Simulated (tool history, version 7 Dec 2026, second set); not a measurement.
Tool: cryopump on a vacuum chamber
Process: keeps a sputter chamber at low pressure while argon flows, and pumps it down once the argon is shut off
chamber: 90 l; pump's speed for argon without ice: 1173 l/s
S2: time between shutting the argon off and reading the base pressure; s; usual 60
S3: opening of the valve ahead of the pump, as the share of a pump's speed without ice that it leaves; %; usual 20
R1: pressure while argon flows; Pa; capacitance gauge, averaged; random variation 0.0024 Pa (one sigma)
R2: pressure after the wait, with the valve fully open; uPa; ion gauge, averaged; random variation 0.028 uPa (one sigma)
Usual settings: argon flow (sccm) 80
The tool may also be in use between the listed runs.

{"run": 1, "hour": 0.0, "argon flow (sccm)": 80, "S2": 60, "S3": 20, "R1": 0.5812, "R2": 2.72}
{"run": 2, "hour": 81.3, "argon flow (sccm)": 80, "S2": 60, "S3": 20, "R1": 0.5797, "R2": 2.87}
{"run": 3, "hour": 153.3, "argon flow (sccm)": 80, "S2": 60, "S3": 20, "R1": 0.5824, "R2": 2.92}
{"run": 4, "hour": 234.1, "argon flow (sccm)": 80, "S2": 60, "S3": 15, "R1": 0.7793, "R2": 3.17}
{"run": 5, "hour": 289.7, "argon flow (sccm)": 80, "S2": 60, "S3": 15, "R1": 0.7764, "R2": 3.28}
{"run": 6, "hour": 383.3, "argon flow (sccm)": 73, "S2": 60, "S3": 20, "R1": 0.5392, "R2": 3.43}
{"run": 7, "hour": 466.9, "argon flow (sccm)": 73, "S2": 60, "S3": 20, "R1": 0.5343, "R2": 3.58}
{"run": 8, "hour": 523.0, "argon flow (sccm)": 80, "S2": 60, "S3": 20, "R1": 0.5941, "R2": 3.71}
{"run": 9, "hour": 608.5, "argon flow (sccm)": 80, "S2": 60, "S3": 20, "R1": 0.5911, "R2": 3.83}
{"run": 10, "hour": 703.1, "argon flow (sccm)": 80, "S2": 60, "S3": 20, "R1": 0.5948, "R2": 4.11}
{"run": 11, "hour": 755.6, "argon flow (sccm)": 80, "S2": 60, "S3": 20, "R1": 0.594, "R2": 4.19}
{"run": 12, "hour": 816.0, "argon flow (sccm)": 80, "S2": 60, "S3": 20, "R1": 0.598, "R2": 4.29}
{"run": 13, "hour": 902.8, "argon flow (sccm)": 84, "S2": 60, "S3": 20, "R1": 0.6288, "R2": 4.33}
{"run": 14, "hour": 960.8, "argon flow (sccm)": 84, "S2": 60, "S3": 20, "R1": 0.6344, "R2": 4.8}
{"run": 15, "hour": 1047.3, "argon flow (sccm)": 58, "S2": 60, "S3": 20, "R1": 0.4361, "R2": 4.78}
{"run": 16, "hour": 1113.5, "argon flow (sccm)": 80, "S2": 251, "S3": 20, "R1": 0.6055, "R2": 4.22}
{"run": 17, "hour": 1167.8, "argon flow (sccm)": 81, "S2": 251, "S3": 20, "R1": 0.608, "R2": 4.29}
{"hour": 1215.9, "done": "pump warmed up, emptied and cooled again"}
{"run": 18, "hour": 1260.0, "argon flow (sccm)": 139, "S2": 57, "S3": 20, "R1": 1.0067, "R2": 4.64}
{"run": 19, "hour": 1304.0, "argon flow (sccm)": 139, "S2": 57, "S3": 20, "R1": 1.0139, "R2": 4.77}
{"hour": 1330.1, "done": "leaking fittings of the chamber tightened, without venting"}
{"run": 20, "hour": 1352.2, "argon flow (sccm)": 139, "S2": 283, "S3": 20, "R1": 1.0147, "R2": 0.56}
{"run": 21, "hour": 1447.5, "argon flow (sccm)": 102, "S2": 39, "S3": 59, "R1": 0.2619, "R2": 2.16}
{"run": 22, "hour": 1530.6, "argon flow (sccm)": 82, "S2": 174, "S3": 16, "R1": 0.7504, "R2": 1.0}
{"run": 23, "hour": 1600.8, "argon flow (sccm)": 80, "S2": 217, "S3": 45, "R1": 0.2661, "R2": 1.03}
{"run": 24, "hour": 1668.5, "argon flow (sccm)": 80, "S2": 217, "S3": 45, "R1": 0.2685, "R2": 1.16}
{"run": 25, "hour": 1714.1, "argon flow (sccm)": 159, "S2": 211, "S3": 26, "R1": 0.9059, "R2": 1.2}
{"run": 26, "hour": 1761.3, "argon flow (sccm)": 105, "S2": 265, "S3": 44, "R1": 0.3651, "R2": 1.21}
{"run": 27, "hour": 1844.6, "argon flow (sccm)": 80, "S2": 60, "S3": 22, "R1": 0.5389, "R2": 2.2}
{"run": 28, "hour": 1907.5, "argon flow (sccm)": 80, "S2": 60, "S3": 22, "R1": 0.5424, "R2": 2.34}
{"run": 29, "hour": 1999.3, "argon flow (sccm)": 80, "S2": 297, "S3": 22, "R1": 0.5459, "R2": 1.67}
{"run": 30, "hour": 2041.3, "argon flow (sccm)": 80, "S2": 297, "S3": 22, "R1": 0.5453, "R2": 1.73}
{"run": 31, "hour": 2100.2, "argon flow (sccm)": 80, "S2": 50, "S3": 22, "R1": 0.5442, "R2": 2.9}
{"run": 32, "hour": 2194.5, "argon flow (sccm)": 80, "S2": 50, "S3": 22, "R1": 0.5528, "R2": 3.14}
{"run": 33, "hour": 2247.9, "argon flow (sccm)": 53, "S2": 67, "S3": 27, "R1": 0.297, "R2": 2.92}

Measured less the same run without the tool's hidden state. The same run-to-run variation is in both; the gauge's scatter may not be:
The hidden state here: pump's speed, % of a pump's without ice; cold plate's temperature, K; leak into the chamber, uPa l/s; drift of the gauge itself on working_pa, %; drift of the gauge itself on base_upa, %.
run=1 R1=+0.0042 R2=+1.40
run=2 R1=+0.0056 R2=+1.53
run=3 R1=+0.0070 R2=+1.62
run=4 R1=+0.0085 R2=+1.82
run=5 R1=+0.0096 R2=+1.91
run=6 R1=+0.0106 R2=+2.08
run=7 R1=+0.0119 R2=+2.25
run=8 R1=+0.0143 R2=+2.35
run=9 R1=+0.0159 R2=+2.51
run=10 R1=+0.0180 R2=+2.77
run=11 R1=+0.0190 R2=+2.86
run=12 R1=+0.0205 R2=+2.95
run=13 R1=+0.0236 R2=+3.05
run=14 R1=+0.0252 R2=+3.42
run=15 R1=+0.0186 R2=+3.50
run=16 R1=+0.0275 R2=+3.68
run=17 R1=+0.0290 R2=+3.79
run=18 R1=+0.0100 R2=+3.27
run=19 R1=+0.0114 R2=+3.40
run=20 R1=+0.0128 R2=+0.07
run=21 R1=+0.0118 R2=+0.24
run=22 R1=+0.0110 R2=+0.37
run=23 R1=+0.0120 R2=+0.48
run=24 R1=+0.0133 R2=+0.60
run=25 R1=+0.0281 R2=+0.65
run=26 R1=+0.0200 R2=+0.75
run=27 R1=+0.0170 R2=+0.88
run=28 R1=+0.0185 R2=+1.01
run=29 R1=+0.0206 R2=+1.18
run=30 R1=+0.0214 R2=+1.24
run=31 R1=+0.0225 R2=+1.36
run=32 R1=+0.0250 R2=+1.58
run=33 R1=+0.0172 R2=+1.68
